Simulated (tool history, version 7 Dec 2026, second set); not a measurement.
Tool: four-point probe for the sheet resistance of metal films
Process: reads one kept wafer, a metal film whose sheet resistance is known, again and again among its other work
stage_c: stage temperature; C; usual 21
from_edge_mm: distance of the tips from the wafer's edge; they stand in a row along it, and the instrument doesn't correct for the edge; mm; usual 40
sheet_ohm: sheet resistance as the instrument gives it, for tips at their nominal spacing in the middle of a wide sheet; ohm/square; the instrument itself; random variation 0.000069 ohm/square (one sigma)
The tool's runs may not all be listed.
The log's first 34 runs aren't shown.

Run 35, hour 1720.8: usual settings but stage_c 24 C, from_edge_mm 5 mm. Result: sheet_ohm 0.344566 ohm/square.
Run 36, hour 1775.2: usual settings but stage_c 24 C, from_edge_mm 5 mm. Result: sheet_ohm 0.344624 ohm/square.
Run 37, hour 1806.4: usual settings but stage_c 24 C, from_edge_mm 5 mm. Result: sheet_ohm 0.344608 ohm/square.
Run 38, hour 1871.4: usual settings but stage_c 28 C, from_edge_mm 4 mm. Result: sheet_ohm 0.344882 ohm/square.
Run 39, hour 1924.3: usual settings but stage_c 28 C, from_edge_mm 4 mm. Result: sheet_ohm 0.344881 ohm/square.
Run 40, hour 1986.5: usual settings but stage_c 28 C, from_edge_mm 4 mm. Result: sheet_ohm 0.344942 ohm/square.
Run 41, hour 2041.3: usual settings but stage_c 33 C, from_edge_mm 65 mm. Result: sheet_ohm 0.340923 ohm/square.
Run 42, hour 2097.8: usual settings but stage_c 33 C, from_edge_mm 65 mm. Result: sheet_ohm 0.341000 ohm/square.
Run 43, hour 2153.8: usual settings but stage_c 28 C, from_edge_mm 4 mm. Result: sheet_ohm 0.344985 ohm/square.
Run 44, hour 2196.2: usual settings but stage_c 24 C, from_edge_mm 4 mm. Result: sheet_ohm 0.345718 ohm/square.

3 ways to go on from here, each from the tool as it stands after run 44. What would each give?
Run A, hour 2248.4: usual settings but stage_c 31 C, from_edge_mm 12 mm. Result: sheet_ohm ?.
Run B, hour 2248.4: usual settings but stage_c 22 C, from_edge_mm 4 mm. Result: sheet_ohm ?.
Run C, hour 2248.4: usual settings but from_edge_mm 21 mm. Result: sheet_ohm ?.

run  sheet_ohm
  A   0.341829
  B   0.346494
  C   0.343794
Without the tool's hidden state the same runs would have given:
run  sheet_ohm
  A   0.340930
  B   0.345576
  C   0.342882
